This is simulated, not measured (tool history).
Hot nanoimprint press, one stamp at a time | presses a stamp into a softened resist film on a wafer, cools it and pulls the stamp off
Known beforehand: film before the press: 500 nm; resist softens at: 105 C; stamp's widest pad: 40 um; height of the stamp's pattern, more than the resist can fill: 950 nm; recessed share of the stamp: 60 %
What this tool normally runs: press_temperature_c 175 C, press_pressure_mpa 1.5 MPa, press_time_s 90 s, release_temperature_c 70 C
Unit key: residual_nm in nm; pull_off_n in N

run   hour  press_temperature_c  press_pressure_mpa  press_time_s  release_temperature_c  residual_nm  pull_off_n
  1      0                  175                 1.5            90                     70        219.9         248
  2    5.5                  175                 1.5            54                     70        257.7         258
  3   16.6                  175                 1.5            54                     70        253.7         255
  4   26.8                  175                 1.5            54                     70        259.2         256
  5   36.2                  175                 1.5            90                     62          217         275
  6     46                  175                 1.5            90                     70        215.2         254
  7   53.7                  175                 1.5            90                     70        215.1         258
  8   67.2                  172                1.02           162                     68        246.8         256
  9   78.3                  175                 1.5            69                     68        235.8         257
 10   85.7                  175                 1.5            69                     68        235.2         270
 11  100.8                  175                2.19            90                     70        191.3         258
 12  109.1                  175                2.19            90                     70        190.5         264
 13  115.6                  175                2.19            90                     70        189.8         263

Between the runs listed above, the log contained 1 entry, not reproduced here. Where in the sequence does each belong, and how does what the log doesn't record of the tool's condition differ from the listed run before to the listed run after?
Logged between run 10 and run 11: plate thermocouple calibrated (hour 97.6)
  true temperature over the reading, C: 1.39 -> -0.36; pressure that arrives at the usual setting, %: 99.74 -> 99.69; grip of the stamp's worn release coat, % over a new coat's: 11.1 -> 11.6
  measured less the result without the state, residual_nm: -14.7 -> +3.8 nm; pull_off_n: +22 -> +28 N

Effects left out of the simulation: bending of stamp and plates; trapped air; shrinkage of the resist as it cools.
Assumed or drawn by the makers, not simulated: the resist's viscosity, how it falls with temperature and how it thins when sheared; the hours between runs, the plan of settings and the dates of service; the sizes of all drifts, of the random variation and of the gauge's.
